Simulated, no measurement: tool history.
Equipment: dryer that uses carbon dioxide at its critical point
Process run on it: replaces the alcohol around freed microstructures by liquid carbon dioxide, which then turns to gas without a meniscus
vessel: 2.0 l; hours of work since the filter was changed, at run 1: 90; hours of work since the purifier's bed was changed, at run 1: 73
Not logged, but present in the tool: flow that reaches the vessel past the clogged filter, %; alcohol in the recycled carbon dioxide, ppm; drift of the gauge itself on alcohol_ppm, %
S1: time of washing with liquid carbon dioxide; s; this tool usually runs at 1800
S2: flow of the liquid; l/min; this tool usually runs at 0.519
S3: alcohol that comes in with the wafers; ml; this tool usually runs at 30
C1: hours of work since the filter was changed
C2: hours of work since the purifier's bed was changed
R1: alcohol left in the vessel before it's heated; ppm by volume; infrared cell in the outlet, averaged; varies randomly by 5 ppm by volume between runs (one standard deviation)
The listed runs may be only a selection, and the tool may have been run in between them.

run 1 hour=0.0 | S1=1800 S2=0.519 S3=30 | C1=90 C2=73 | R1=32
run 2 hour=19.8 | S1=1800 S2=0.519 S3=30 | C1=98 C2=82 | R1=41
run 3 hour=33.9 | S1=1800 S2=0.519 S3=30 | C1=105 C2=88 | R1=33
run 4 hour=47.2 | S1=1800 S2=0.519 S3=30 | C1=110 C2=94 | R1=33
run 5 hour=58.0 | S1=1800 S2=0.519 S3=30 | C1=115 C2=98 | R1=38
run 6 hour=70.3 | S1=1800 S2=0.519 S3=30 | C1=121 C2=104 | R1=38
run 7 hour=85.7 | S1=1800 S2=0.519 S3=30 | C1=127 C2=111 | R1=45
run 8 hour=96.1 | S1=1800 S2=0.519 S3=30 | C1=132 C2=115 | R1=31
run 9 hour=105.6 | S1=1800 S2=0.519 S3=30 | C1=136 C2=120 | R1=41
run 10 hour=125.5 | S1=1800 S2=0.519 S3=30 | C1=145 C2=128 | R1=41
run 11 hour=136.7 | S1=1800 S2=0.519 S3=30 | C1=150 C2=133 | R1=46
run 12 hour=148.9 | S1=1800 S2=0.519 S3=30 | C1=155 C2=139 | R1=45
run 13 hour=160.9 | S1=1800 S2=0.519 S3=30 | C1=161 C2=144 | R1=48
run 14 hour=172.8 | S1=1800 S2=0.387 S3=30 | C1=166 C2=149 | R1=140
run 15 hour=186.2 | S1=1800 S2=0.387 S3=30 | C1=172 C2=155 | R1=143
run 16 hour=200.4 | S1=1800 S2=0.387 S3=30 | C1=178 C2=161 | R1=136
run 17 hour=219.6 | S1=1800 S2=0.387 S3=104 | C1=187 C2=170 | R1=420
run 18 hour=235.5 | S1=2400 S2=0.596 S3=119 | C1=194 C2=177 | R1=30
run 19 hour=252.8 | S1=1800 S2=0.325 S3=59 | C1=201 C2=185 | R1=533
run 20 hour=274.1 | S1=1800 S2=0.325 S3=59 | C1=211 C2=194 | R1=541
run 21 hour=287.3 | S1=1740 S2=0.585 S3=74 | C1=216 C2=200 | R1=58
run 22 hour=299.1 | S1=1740 S2=0.447 S3=74 | C1=222 C2=205 | R1=187
run 23 hour=313.1 | S1=1740 S2=0.447 S3=74 | C1=228 C2=211 | R1=191
run 24 hour=327.3 | S1=1740 S2=0.447 S3=74 | C1=234 C2=217 | R1=203
run 25 hour=342.2 | S1=2700 S2=0.638 S3=84 | C1=241 C2=224 | R1=32
run 26 hour=357.6 | S1=2700 S2=0.638 S3=28 | C1=248 C2=231 | R1=27
run 27 hour=373.1 | S1=1380 S2=0.519 S3=30 | C1=254 C2=238 | R1=139

What if the next run were any one of these 5? Each begins from the tool's condition after run 27:
run A hour=394.5 | S1=2460 S2=0.464 S3=30 | C1=264 C2=247 | R1=?
run B hour=394.5 | S1=1380 S2=0.796 S3=30 | C1=264 C2=247 | R1=?
run C hour=394.5 | S1=1800 S2=0.519 S3=102 | C1=264 C2=247 | R1=?
run D hour=394.5 | S1=1080 S2=0.452 S3=30 | C1=264 C2=247 | R1=?
run E hour=394.5 | S1=1200 S2=0.510 S3=30 | C1=264 C2=247 | R1=?

run=A R1=45
run=B R1=43
run=C R1=106
run=D R1=548
run=E R1=242
With the hidden condition removed and each run's random variation left untouched, the same runs would have given:
run=A R1=15
run=B R1=13
run=C R1=56
run=D R1=437
run=E R1=172
